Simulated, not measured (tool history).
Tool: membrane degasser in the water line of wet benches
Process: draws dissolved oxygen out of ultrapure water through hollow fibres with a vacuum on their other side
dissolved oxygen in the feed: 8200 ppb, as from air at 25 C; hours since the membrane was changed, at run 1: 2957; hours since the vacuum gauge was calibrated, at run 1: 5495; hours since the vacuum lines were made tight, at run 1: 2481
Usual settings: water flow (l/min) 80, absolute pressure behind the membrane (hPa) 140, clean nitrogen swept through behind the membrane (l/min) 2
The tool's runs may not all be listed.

| run | hour | water flow (l/min) | absolute pressure behind the membrane (hPa) | clean nitrogen swept through behind the membrane (l/min) | hours since the membrane was changed | hours since the vacuum gauge was calibrated | hours since the vacuum lines were made tight | dissolved oxygen in the water behind the degasser (ppb) | pressure that the water loses in the fibres (hPa) |
|---|---|---|---|---|---|---|---|---|---|
| 1 | 0 | 80 | 140 | 2 | 2957 | 5495 | 2481 | 867.3 | 421.3 |
|  | 65.4 | vacuum gauge calibrated |
| 2 | 226.5 | 80 | 140 | 2 | 3183 | 161 | 2707 | 833.8 | 419.8 |
|  | 320.9 | seals of the vacuum lines changed |
| 3 | 426.1 | 80 | 109 | 2 | 3381 | 359 | 105 | 626.8 | 425.4 |
| 4 | 539.7 | 80 | 140 | 2 | 3494 | 472 | 219 | 835.8 | 425.4 |
| 5 | 635.4 | 80 | 140 | 2 | 3590 | 568 | 315 | 840.2 | 424.1 |
| 6 | 759.8 | 80 | 140 | 5.03 | 3714 | 692 | 439 | 414.8 | 424.3 |
| 7 | 919.6 | 80 | 140 | 5.03 | 3874 | 852 | 599 | 416.1 | 426.4 |
| 8 | 1026.5 | 80 | 140 | 5.03 | 3981 | 959 | 706 | 418.2 | 426 |
| 9 | 1196.8 | 80 | 140 | 2 | 4151 | 1129 | 876 | 836.3 | 424.7 |
| 10 | 1414.5 | 80 | 140 | 2 | 4369 | 1347 | 1094 | 837.8 | 426 |
| 11 | 1609.4 | 80 | 140 | 2 | 4564 | 1542 | 1289 | 841.2 | 424.9 |
| 12 | 1825.1 | 80 | 140 | 2 | 4780 | 1758 | 1504 | 854.1 | 427.9 |
| 13 | 1969.4 | 80 | 140 | 2 | 4924 | 1902 | 1649 | 833.4 | 427.4 |
| 14 | 2087.1 | 80 | 140 | 2 | 5042 | 2020 | 1766 | 841.1 | 425.4 |
| 15 | 2318 | 80 | 140 | 3.11 | 5273 | 2251 | 1997 | 619 | 431.8 |
| 16 | 2473.9 | 80 | 140 | 3.11 | 5429 | 2407 | 2153 | 618.7 | 431.6 |
| 17 | 2620.9 | 80 | 91 | 2 | 5576 | 2553 | 2300 | 514 | 427.5 |
| 18 | 2758.4 | 61 | 103 | 3.31 | 5713 | 2691 | 2438 | 311.3 | 329.2 |
| 19 | 2936.8 | 51 | 100 | 1.04 | 5891 | 2869 | 2616 | 637.3 | 278.9 |
| 20 | 3050.1 | 126 | 143 | 2 | 6005 | 2983 | 2729 | 1346.5 | 683.5 |
|  | 3123.3 | seals of the vacuum lines changed |
| 21 | 3253 | 126 | 143 | 3.52 | 6206 | 3184 | 130 | 971.5 | 679.1 |
| 22 | 3392.4 | 59 | 338 | 2 | 6345 | 3323 | 269 | 1603.6 | 320.8 |
| 23 | 3568.1 | 124 | 127 | 5.5 | 6521 | 3499 | 445 | 670.2 | 673.3 |
| 24 | 3679.9 | 79 | 140 | 2 | 6633 | 3611 | 557 | 850.3 | 431.8 |
| 25 | 3811.3 | 79 | 104 | 3.36 | 6764 | 3742 | 688 | 419.6 | 431.5 |
| 26 | 3965 | 113 | 280 | 2 | 6918 | 3896 | 842 | 2215.2 | 615.9 |
| 27 | 4154.2 | 113 | 280 | 2 | 7107 | 4085 | 1031 | 2213.7 | 618.1 |
| 28 | 4250.8 | 113 | 280 | 2 | 7203 | 4181 | 1128 | 2205.2 | 615.5 |
| 29 | 4412.4 | 80 | 103 | 4.35 | 7365 | 4343 | 1289 | 352.7 | 441.7 |
| 30 | 4570.7 | 80 | 103 | 4.35 | 7523 | 4501 | 1447 | 352.5 | 442 |
| 31 | 4749.7 | 80 | 123 | 2 | 7702 | 4680 | 1626 | 762.7 | 440.6 |

Some steps in dissolved oxygen in the water behind the degasser (ppb) between neighbouring runs. How much of each would the tool show without its hidden state too (settings, what came in, random variation), and how much is left for the hidden state, with any gauge scatter that isn't in both results?
The hidden state here: membrane still open, %; true pressure behind the membrane over the reading, kPa; air that leaks in behind the membrane, l/min; drift of the gauge itself on oxygen_ppb, %; drift of the gauge itself on loss_of_pressure_kpa, %.
Run 1 -> 2: vacuum gauge calibrated. dissolved oxygen in the water behind the degasser (ppb) -33.5: hidden state -33.6, all else +0.1.
Run 21 -> 22: water flow (l/min) 126 -> 59, absolute pressure behind the membrane (hPa) 143 -> 338, clean nitrogen swept through behind the membrane (l/min) 3.52 -> 2. dissolved oxygen in the water behind the degasser (ppb) +632.1: hidden state -39, all else +671.1.
Run 22 -> 23: water flow (l/min) 59 -> 124, absolute pressure behind the membrane (hPa) 338 -> 127, clean nitrogen swept through behind the membrane (l/min) 2 -> 5.5. dissolved oxygen in the water behind the degasser (ppb) -933.4: hidden state +38.7, all else -972.1.
Run 25 -> 26: water flow (l/min) 79 -> 113, absolute pressure behind the membrane (hPa) 104 -> 280, clean nitrogen swept through behind the membrane (l/min) 3.36 -> 2. dissolved oxygen in the water behind the degasser (ppb) +1795.6: hidden state +17.8, all else +1777.8.
Run 28 -> 29: water flow (l/min) 113 -> 80, absolute pressure behind the membrane (hPa) 280 -> 103, clean nitrogen swept through behind the membrane (l/min) 2 -> 4.35. dissolved oxygen in the water behind the degasser (ppb) -1852.5: hidden state -19, all else -1833.5.
